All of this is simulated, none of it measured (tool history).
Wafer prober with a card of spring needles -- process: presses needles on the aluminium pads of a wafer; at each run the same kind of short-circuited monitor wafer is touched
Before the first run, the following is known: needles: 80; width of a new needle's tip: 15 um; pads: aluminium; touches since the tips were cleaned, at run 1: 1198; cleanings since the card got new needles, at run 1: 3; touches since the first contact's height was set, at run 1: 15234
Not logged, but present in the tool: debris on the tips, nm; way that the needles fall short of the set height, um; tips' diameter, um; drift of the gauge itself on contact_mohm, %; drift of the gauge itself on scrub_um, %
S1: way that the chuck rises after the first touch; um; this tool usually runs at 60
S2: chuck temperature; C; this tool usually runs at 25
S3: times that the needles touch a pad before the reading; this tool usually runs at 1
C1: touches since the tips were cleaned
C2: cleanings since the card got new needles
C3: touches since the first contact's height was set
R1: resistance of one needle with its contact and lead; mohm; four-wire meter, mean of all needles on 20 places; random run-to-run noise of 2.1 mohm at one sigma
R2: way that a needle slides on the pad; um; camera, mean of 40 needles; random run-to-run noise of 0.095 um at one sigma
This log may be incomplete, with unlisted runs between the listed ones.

{"run": 1, "hour": 0.0, "S1": 60, "S2": 25, "S3": 1, "C1": 1198, "C2": 3, "C3": 15234, "R1": 279, "R2": 7.83}
{"hour": 7.4, "done": "tips cleaned on abrasive film"}
{"run": 2, "hour": 11.4, "S1": 45, "S2": 25, "S3": 1, "C1": 1695, "C2": 4, "C3": 19995, "R1": 437, "R2": 5.98}
{"hour": 17.7, "done": "tips cleaned on abrasive film"}
{"run": 3, "hour": 20.9, "S1": 60, "S2": 25, "S3": 1, "C1": 1327, "C2": 5, "C3": 23907, "R1": 287, "R2": 7.71}
{"hour": 27.9, "done": "tips cleaned on abrasive film"}
{"run": 4, "hour": 29.7, "S1": 60, "S2": 25, "S3": 1, "C1": 764, "C2": 6, "C3": 27585, "R1": 273, "R2": 7.8}
{"hour": 38.0, "done": "tips cleaned on abrasive film"}
{"run": 5, "hour": 39.8, "S1": 60, "S2": 25, "S3": 2, "C1": 744, "C2": 7, "C3": 31743, "R1": 252, "R2": 7.98}
{"run": 6, "hour": 45.5, "S1": 60, "S2": 25, "S3": 3, "C1": 3137, "C2": 7, "C3": 34136, "R1": 257, "R2": 7.89}
{"hour": 47.9, "done": "tips cleaned on abrasive film"}
{"run": 7, "hour": 55.8, "S1": 60, "S2": 25, "S3": 3, "C1": 3307, "C2": 8, "C3": 38418, "R1": 262, "R2": 7.94}
{"hour": 58.2, "done": "tips cleaned on abrasive film"}
{"hour": 67.9, "done": "tips cleaned on abrasive film"}
{"run": 8, "hour": 67.9, "S1": 60, "S2": 25, "S3": 3, "C1": 0, "C2": 10, "C3": 43436, "R1": 232, "R2": 7.68}
{"run": 9, "hour": 73.9, "S1": 60, "S2": 25, "S3": 3, "C1": 2507, "C2": 10, "C3": 45943, "R1": 258, "R2": 7.84}
{"hour": 77.8, "done": "tips cleaned on abrasive film"}
{"hour": 82.1, "done": "tips cleaned on abrasive film, once more"}
{"run": 10, "hour": 85.7, "S1": 60, "S2": 29, "S3": 1, "C1": 1514, "C2": 12, "C3": 50823, "R1": 291, "R2": 7.75}
{"hour": 92.0, "done": "tips cleaned on abrasive film"}
{"run": 11, "hour": 98.1, "S1": 60, "S2": 29, "S3": 1, "C1": 2572, "C2": 13, "C3": 55970, "R1": 322, "R2": 7.72}
{"hour": 102.1, "done": "tips cleaned on abrasive film"}
{"run": 12, "hour": 110.9, "S1": 60, "S2": 29, "S3": 1, "C1": 3725, "C2": 14, "C3": 61309, "R1": 334, "R2": 7.82}
{"hour": 112.0, "done": "tips cleaned on abrasive film"}
{"run": 13, "hour": 118.5, "S1": 60, "S2": 26, "S3": 1, "C1": 2740, "C2": 15, "C3": 64441, "R1": 326, "R2": 7.6}
{"hour": 122.6, "done": "tips cleaned on abrasive film"}
{"run": 14, "hour": 125.3, "S1": 58, "S2": 25, "S3": 1, "C1": 1169, "C2": 16, "C3": 67270, "R1": 304, "R2": 7.41}
{"hour": 132.2, "done": "tips cleaned on abrasive film"}
{"run": 15, "hour": 137.8, "S1": 57, "S2": 69, "S3": 1, "C1": 2331, "C2": 17, "C3": 72449, "R1": 333, "R2": 7.18}
{"hour": 141.9, "done": "tips cleaned on abrasive film"}
{"run": 16, "hour": 148.4, "S1": 40, "S2": 27, "S3": 2, "C1": 2714, "C2": 18, "C3": 76843, "R1": 360, "R2": 4.96}
{"hour": 152.4, "done": "tips cleaned on abrasive film"}
{"run": 17, "hour": 153.9, "S1": 40, "S2": 42, "S3": 3, "C1": 621, "C2": 19, "C3": 79109, "R1": 277, "R2": 5.05}
{"hour": 162.3, "done": "tips cleaned on abrasive film"}
{"run": 18, "hour": 165.2, "S1": 40, "S2": 33, "S3": 2, "C1": 1232, "C2": 20, "C3": 83824, "R1": 326, "R2": 4.87}
{"hour": 172.0, "done": "tips cleaned on abrasive film"}
{"run": 19, "hour": 174.5, "S1": 40, "S2": 33, "S3": 2, "C1": 1061, "C2": 21, "C3": 87678, "R1": 314, "R2": 4.99}
{"hour": 181.6, "done": "tips cleaned on abrasive film"}
{"run": 20, "hour": 182.5, "S1": 40, "S2": 33, "S3": 2, "C1": 370, "C2": 22, "C3": 90977, "R1": 281, "R2": 4.87}
{"run": 21, "hour": 188.3, "S1": 40, "S2": 33, "S3": 2, "C1": 2827, "C2": 22, "C3": 93434, "R1": 373, "R2": 5.11}
{"hour": 191.5, "done": "tips cleaned on abrasive film"}
{"run": 22, "hour": 195.8, "S1": 40, "S2": 33, "S3": 2, "C1": 1799, "C2": 23, "C3": 96534, "R1": 342, "R2": 4.99}
{"hour": 201.3, "done": "tips cleaned on abrasive film"}
{"run": 23, "hour": 201.9, "S1": 70, "S2": 25, "S3": 2, "C1": 280, "C2": 24, "C3": 99063, "R1": 242, "R2": 9.02}
{"hour": 211.3, "done": "tips cleaned on abrasive film"}
{"run": 24, "hour": 211.8, "S1": 70, "S2": 80, "S3": 2, "C1": 196, "C2": 25, "C3": 103163, "R1": 240, "R2": 8.9}

Below are 4 alternative next runs, each starting from the tool's condition after run 24. Predict each:
{"hour": 221.0, "done": "tips cleaned on abrasive film"}
{"run": "A", "hour": 221.2, "S1": 47, "S2": 55, "S3": 2, "C1": 77, "C2": 26, "C3": 107061, "R1": "?", "R2": "?"}
{"hour": 221.0, "done": "tips cleaned on abrasive film"}
{"run": "B", "hour": 221.2, "S1": 70, "S2": 29, "S3": 1, "C1": 77, "C2": 26, "C3": 107061, "R1": "?", "R2": "?"}
{"hour": 221.0, "done": "tips cleaned on abrasive film"}
{"run": "C", "hour": 221.2, "S1": 43, "S2": 36, "S3": 1, "C1": 77, "C2": 26, "C3": 107061, "R1": "?", "R2": "?"}
{"hour": 221.0, "done": "tips cleaned on abrasive film"}
{"run": "D", "hour": 221.2, "S1": 70, "S2": 43, "S3": 2, "C1": 77, "C2": 26, "C3": 107061, "R1": "?", "R2": "?"}

run=A R1=255 R2=5.88
run=B R1=235 R2=8.83
run=C R1=263 R2=5.42
run=D R1=231 R2=8.78
Stripped of hidden state, with their random variation kept, the same runs would have yielded:
run=A R1=238 R2=6.32
run=B R1=222 R2=9.26
run=C R1=232 R2=5.86
run=D R1=223 R2=9.21

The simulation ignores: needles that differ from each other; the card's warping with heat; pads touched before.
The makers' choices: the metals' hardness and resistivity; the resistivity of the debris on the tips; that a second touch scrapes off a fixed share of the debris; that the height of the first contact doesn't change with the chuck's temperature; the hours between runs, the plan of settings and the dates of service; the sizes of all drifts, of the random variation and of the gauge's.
